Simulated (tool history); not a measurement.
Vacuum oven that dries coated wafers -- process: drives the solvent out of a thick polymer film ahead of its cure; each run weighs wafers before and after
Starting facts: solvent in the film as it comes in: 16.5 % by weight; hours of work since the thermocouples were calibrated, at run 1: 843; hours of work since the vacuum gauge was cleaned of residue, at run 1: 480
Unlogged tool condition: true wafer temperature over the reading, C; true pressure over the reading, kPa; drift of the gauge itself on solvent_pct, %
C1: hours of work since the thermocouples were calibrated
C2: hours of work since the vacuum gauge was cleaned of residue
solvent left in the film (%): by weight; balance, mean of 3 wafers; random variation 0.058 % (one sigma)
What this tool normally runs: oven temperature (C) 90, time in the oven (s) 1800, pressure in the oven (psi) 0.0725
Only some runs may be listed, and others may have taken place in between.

{"run": 1, "hour": 0.0, "oven temperature (C)": 90, "time in the oven (s)": 1800, "pressure in the oven (psi)": 0.0725, "C1": 843, "C2": 480, "solvent left in the film (%)": 2.42}
{"run": 2, "hour": 17.8, "oven temperature (C)": 90, "time in the oven (s)": 1020, "pressure in the oven (psi)": 0.0725, "C1": 855, "C2": 493, "solvent left in the film (%)": 5.1}
{"run": 3, "hour": 30.0, "oven temperature (C)": 90, "time in the oven (s)": 1020, "pressure in the oven (psi)": 0.0725, "C1": 864, "C2": 502, "solvent left in the film (%)": 4.97}
{"run": 4, "hour": 41.6, "oven temperature (C)": 90, "time in the oven (s)": 1020, "pressure in the oven (psi)": 0.0725, "C1": 872, "C2": 510, "solvent left in the film (%)": 5.07}
{"run": 5, "hour": 55.3, "oven temperature (C)": 90, "time in the oven (s)": 1020, "pressure in the oven (psi)": 0.0725, "C1": 882, "C2": 520, "solvent left in the film (%)": 4.96}
{"run": 6, "hour": 69.1, "oven temperature (C)": 90, "time in the oven (s)": 1020, "pressure in the oven (psi)": 0.0725, "C1": 892, "C2": 530, "solvent left in the film (%)": 5.2}
{"run": 7, "hour": 82.2, "oven temperature (C)": 90, "time in the oven (s)": 1020, "pressure in the oven (psi)": 0.0725, "C1": 902, "C2": 539, "solvent left in the film (%)": 5.04}
{"run": 8, "hour": 95.1, "oven temperature (C)": 90, "time in the oven (s)": 1800, "pressure in the oven (psi)": 0.0725, "C1": 911, "C2": 548, "solvent left in the film (%)": 2.38}
{"run": 9, "hour": 105.0, "oven temperature (C)": 90, "time in the oven (s)": 1800, "pressure in the oven (psi)": 0.0725, "C1": 918, "C2": 555, "solvent left in the film (%)": 2.49}
{"run": 10, "hour": 120.7, "oven temperature (C)": 90, "time in the oven (s)": 1800, "pressure in the oven (psi)": 0.0725, "C1": 929, "C2": 567, "solvent left in the film (%)": 2.46}
{"run": 11, "hour": 136.5, "oven temperature (C)": 90, "time in the oven (s)": 1800, "pressure in the oven (psi)": 0.0725, "C1": 940, "C2": 578, "solvent left in the film (%)": 2.36}
{"run": 12, "hour": 152.5, "oven temperature (C)": 90, "time in the oven (s)": 1800, "pressure in the oven (psi)": 0.0725, "C1": 952, "C2": 589, "solvent left in the film (%)": 2.37}
{"hour": 156.7, "done": "oven's thermocouples calibrated"}
{"run": 13, "hour": 173.0, "oven temperature (C)": 90, "time in the oven (s)": 1800, "pressure in the oven (psi)": 0.1604, "C1": 12, "C2": 603, "solvent left in the film (%)": 2.21}
{"run": 14, "hour": 181.2, "oven temperature (C)": 90, "time in the oven (s)": 1800, "pressure in the oven (psi)": 0.1604, "C1": 18, "C2": 608, "solvent left in the film (%)": 2.16}
{"run": 15, "hour": 191.8, "oven temperature (C)": 90, "time in the oven (s)": 1800, "pressure in the oven (psi)": 0.1604, "C1": 25, "C2": 616, "solvent left in the film (%)": 2.21}
{"hour": 195.3, "done": "oven's thermocouples calibrated, once more"}
{"run": 16, "hour": 206.7, "oven temperature (C)": 90, "time in the oven (s)": 1800, "pressure in the oven (psi)": 0.1604, "C1": 8, "C2": 625, "solvent left in the film (%)": 2.89}
{"run": 17, "hour": 216.7, "oven temperature (C)": 90, "time in the oven (s)": 2280, "pressure in the oven (psi)": 0.1604, "C1": 15, "C2": 632, "solvent left in the film (%)": 1.96}
{"run": 18, "hour": 232.4, "oven temperature (C)": 90, "time in the oven (s)": 2280, "pressure in the oven (psi)": 0.1604, "C1": 27, "C2": 644, "solvent left in the film (%)": 2.15}
{"run": 19, "hour": 241.4, "oven temperature (C)": 90, "time in the oven (s)": 1800, "pressure in the oven (psi)": 0.0725, "C1": 33, "C2": 650, "solvent left in the film (%)": 2.81}
{"run": 20, "hour": 251.2, "oven temperature (C)": 90, "time in the oven (s)": 1800, "pressure in the oven (psi)": 0.0725, "C1": 40, "C2": 657, "solvent left in the film (%)": 2.89}
{"run": 21, "hour": 259.2, "oven temperature (C)": 90, "time in the oven (s)": 1800, "pressure in the oven (psi)": 0.0725, "C1": 46, "C2": 663, "solvent left in the film (%)": 2.91}
{"run": 22, "hour": 278.0, "oven temperature (C)": 101, "time in the oven (s)": 1800, "pressure in the oven (psi)": 0.0725, "C1": 59, "C2": 676, "solvent left in the film (%)": 0.58}
{"run": 23, "hour": 294.5, "oven temperature (C)": 90, "time in the oven (s)": 1800, "pressure in the oven (psi)": 0.0725, "C1": 71, "C2": 688, "solvent left in the film (%)": 2.84}
{"run": 24, "hour": 311.3, "oven temperature (C)": 90, "time in the oven (s)": 1800, "pressure in the oven (psi)": 0.0725, "C1": 83, "C2": 700, "solvent left in the film (%)": 2.79}
{"run": 25, "hour": 329.2, "oven temperature (C)": 98, "time in the oven (s)": 960, "pressure in the oven (psi)": 0.1856, "C1": 96, "C2": 713, "solvent left in the film (%)": 3.18}
{"run": 26, "hour": 343.3, "oven temperature (C)": 98, "time in the oven (s)": 960, "pressure in the oven (psi)": 0.1856, "C1": 106, "C2": 723, "solvent left in the film (%)": 3.2}
{"run": 27, "hour": 358.2, "oven temperature (C)": 98, "time in the oven (s)": 960, "pressure in the oven (psi)": 0.1856, "C1": 117, "C2": 734, "solvent left in the film (%)": 3.08}
{"run": 28, "hour": 375.0, "oven temperature (C)": 98, "time in the oven (s)": 1500, "pressure in the oven (psi)": 0.1919, "C1": 129, "C2": 746, "solvent left in the film (%)": 1.54}
{"run": 29, "hour": 384.8, "oven temperature (C)": 98, "time in the oven (s)": 1500, "pressure in the oven (psi)": 0.1919, "C1": 136, "C2": 753, "solvent left in the film (%)": 1.56}
{"run": 30, "hour": 402.8, "oven temperature (C)": 91, "time in the oven (s)": 1500, "pressure in the oven (psi)": 0.1214, "C1": 149, "C2": 766, "solvent left in the film (%)": 3.33}
{"run": 31, "hour": 421.7, "oven temperature (C)": 91, "time in the oven (s)": 1500, "pressure in the oven (psi)": 0.1214, "C1": 162, "C2": 779, "solvent left in the film (%)": 3.26}
{"run": 32, "hour": 434.6, "oven temperature (C)": 90, "time in the oven (s)": 1800, "pressure in the oven (psi)": 0.0682, "C1": 171, "C2": 789, "solvent left in the film (%)": 2.65}
{"run": 33, "hour": 452.7, "oven temperature (C)": 94, "time in the oven (s)": 1800, "pressure in the oven (psi)": 0.0725, "C1": 184, "C2": 802, "solvent left in the film (%)": 1.68}
{"run": 34, "hour": 465.8, "oven temperature (C)": 81, "time in the oven (s)": 2220, "pressure in the oven (psi)": 0.2592, "C1": 194, "C2": 811, "solvent left in the film (%)": 5.2}
{"run": 35, "hour": 481.9, "oven temperature (C)": 80, "time in the oven (s)": 2520, "pressure in the oven (psi)": 0.0725, "C1": 205, "C2": 823, "solvent left in the film (%)": 4.62}
{"run": 36, "hour": 496.3, "oven temperature (C)": 80, "time in the oven (s)": 2520, "pressure in the oven (psi)": 0.2746, "C1": 216, "C2": 833, "solvent left in the film (%)": 4.89}
{"run": 37, "hour": 507.7, "oven temperature (C)": 96, "time in the oven (s)": 2040, "pressure in the oven (psi)": 0.0725, "C1": 224, "C2": 841, "solvent left in the film (%)": 0.92}
{"run": 38, "hour": 517.3, "oven temperature (C)": 81, "time in the oven (s)": 1500, "pressure in the oven (psi)": 0.0725, "C1": 231, "C2": 848, "solvent left in the film (%)": 6.6}
{"run": 39, "hour": 533.1, "oven temperature (C)": 81, "time in the oven (s)": 1500, "pressure in the oven (psi)": 0.0725, "C1": 242, "C2": 859, "solvent left in the film (%)": 6.63}
{"run": 40, "hour": 549.2, "oven temperature (C)": 83, "time in the oven (s)": 2940, "pressure in the oven (psi)": 0.0419, "C1": 254, "C2": 871, "solvent left in the film (%)": 2.74}
{"run": 41, "hour": 561.0, "oven temperature (C)": 84, "time in the oven (s)": 1020, "pressure in the oven (psi)": 0.0557, "C1": 262, "C2": 879, "solvent left in the film (%)": 7.24}
{"run": 42, "hour": 577.3, "oven temperature (C)": 86, "time in the oven (s)": 1080, "pressure in the oven (psi)": 0.123, "C1": 274, "C2": 891, "solvent left in the film (%)": 6.64}
{"run": 43, "hour": 595.5, "oven temperature (C)": 90, "time in the oven (s)": 2220, "pressure in the oven (psi)": 0.0725, "C1": 287, "C2": 904, "solvent left in the film (%)": 1.95}
{"run": 44, "hour": 610.0, "oven temperature (C)": 90, "time in the oven (s)": 1800, "pressure in the oven (psi)": 0.0384, "C1": 297, "C2": 914, "solvent left in the film (%)": 2.67}
{"run": 45, "hour": 625.1, "oven temperature (C)": 91, "time in the oven (s)": 2220, "pressure in the oven (psi)": 0.1965, "C1": 308, "C2": 925, "solvent left in the film (%)": 1.84}
{"run": 46, "hour": 641.3, "oven temperature (C)": 102, "time in the oven (s)": 1320, "pressure in the oven (psi)": 0.1965, "C1": 320, "C2": 937, "solvent left in the film (%)": 1.13}
{"run": 47, "hour": 652.5, "oven temperature (C)": 98, "time in the oven (s)": 2760, "pressure in the oven (psi)": 0.0725, "C1": 328, "C2": 945, "solvent left in the film (%)": 0.33}
{"run": 48, "hour": 662.1, "oven temperature (C)": 91, "time in the oven (s)": 2280, "pressure in the oven (psi)": 0.066, "C1": 334, "C2": 952, "solvent left in the film (%)": 1.51}

Branching from run 48: 3 alternative next runs. What would each branch give?
{"run": "A", "hour": 680.0, "oven temperature (C)": 90, "time in the oven (s)": 1800, "pressure in the oven (psi)": 0.1636, "C1": 347, "C2": 964, "solvent left in the film (%)": "?"}
{"run": "B", "hour": 680.0, "oven temperature (C)": 91, "time in the oven (s)": 2160, "pressure in the oven (psi)": 0.066, "C1": 347, "C2": 964, "solvent left in the film (%)": "?"}
{"run": "C", "hour": 680.0, "oven temperature (C)": 91, "time in the oven (s)": 1020, "pressure in the oven (psi)": 0.066, "C1": 347, "C2": 964, "solvent left in the film (%)": "?"}

run=A solvent_left_in_the_film_(%)=2.73
run=B solvent_left_in_the_film_(%)=1.76
run=C solvent_left_in_the_film_(%)=4.85
Without the tool's unlogged condition, the same runs would have read:
run=A solvent_left_in_the_film_(%)=2.95
run=B solvent_left_in_the_film_(%)=1.92
run=C solvent_left_in_the_film_(%)=5.13

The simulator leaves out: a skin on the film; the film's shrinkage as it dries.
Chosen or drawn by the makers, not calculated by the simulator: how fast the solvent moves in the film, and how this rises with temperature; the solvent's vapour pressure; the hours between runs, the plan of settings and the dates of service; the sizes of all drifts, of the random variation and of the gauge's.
